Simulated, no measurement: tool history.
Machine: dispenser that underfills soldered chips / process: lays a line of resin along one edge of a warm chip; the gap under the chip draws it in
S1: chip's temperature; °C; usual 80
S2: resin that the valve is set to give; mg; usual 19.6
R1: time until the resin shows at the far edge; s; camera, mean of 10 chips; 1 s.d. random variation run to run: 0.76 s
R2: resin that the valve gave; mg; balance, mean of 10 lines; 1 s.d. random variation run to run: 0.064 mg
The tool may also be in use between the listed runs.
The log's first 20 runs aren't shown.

run 21 hour=84.5 | S1=82 S2=25.2 | R1=73.9 R2=24.97
-- hour=87.7 new syringe of resin
run 22 hour=89.7 | S1=82 S2=22.4 | R1=66.0 R2=22.00
run 23 hour=92.3 | S1=82 S2=19.6 | R1=71.8 R2=19.26
-- hour=97.2 new syringe of resin
run 24 hour=98.2 | S1=82 S2=19.6 | R1=64.6 R2=19.20
run 25 hour=102.7 | S1=89 S2=21.3 | R1=58.6 R2=20.84
-- hour=106.6 new syringe of resin
run 26 hour=107.9 | S1=72 S2=17.6 | R1=93.3 R2=17.09
run 27 hour=111.6 | S1=66 S2=17.6 | R1=128.5 R2=17.09
-- hour=116.1 new syringe of resin
run 28 hour=117.4 | S1=74 S2=17.2 | R1=88.0 R2=16.78
run 29 hour=122.0 | S1=86 S2=18.1 | R1=66.7 R2=17.51
-- hour=125.7 new syringe of resin
run 30 hour=127.0 | S1=90 S2=19.2 | R1=51.6 R2=18.53
run 31 hour=131.9 | S1=88 S2=24.3 | R1=61.6 R2=23.32
-- hour=135.3 new syringe of resin
run 32 hour=137.4 | S1=83 S2=19.6 | R1=65.4 R2=18.72
run 33 hour=140.9 | S1=83 S2=19.6 | R1=72.2 R2=18.74
-- hour=144.6 new syringe of resin
run 34 hour=145.4 | S1=90 S2=16.9 | R1=52.1 R2=16.12
run 35 hour=150.6 | S1=91 S2=24.1 | R1=55.8 R2=22.87
-- hour=154.2 new syringe of resin
run 36 hour=154.6 | S1=91 S2=18.3 | R1=48.7 R2=17.39
run 37 hour=157.2 | S1=91 S2=23.7 | R1=51.1 R2=22.61

Here are 3 independent what-if runs from the current tool condition. What would each one return?
run A hour=161.1 | S1=87 S2=18.9 | R1=? R2=?
run B hour=161.1 | S1=88 S2=25.3 | R1=? R2=?
run C hour=161.1 | S1=72 S2=23.4 | R1=? R2=?

run=A R1=67.5 R2=17.94
run=B R1=62.1 R2=23.85
run=C R1=106.8 R2=22.03
With the hidden condition removed and each run's random variation left untouched, the same runs would have given:
run=A R1=56.7 R2=18.99
run=B R1=52.4 R2=25.26
run=C R1=90.5 R2=23.33

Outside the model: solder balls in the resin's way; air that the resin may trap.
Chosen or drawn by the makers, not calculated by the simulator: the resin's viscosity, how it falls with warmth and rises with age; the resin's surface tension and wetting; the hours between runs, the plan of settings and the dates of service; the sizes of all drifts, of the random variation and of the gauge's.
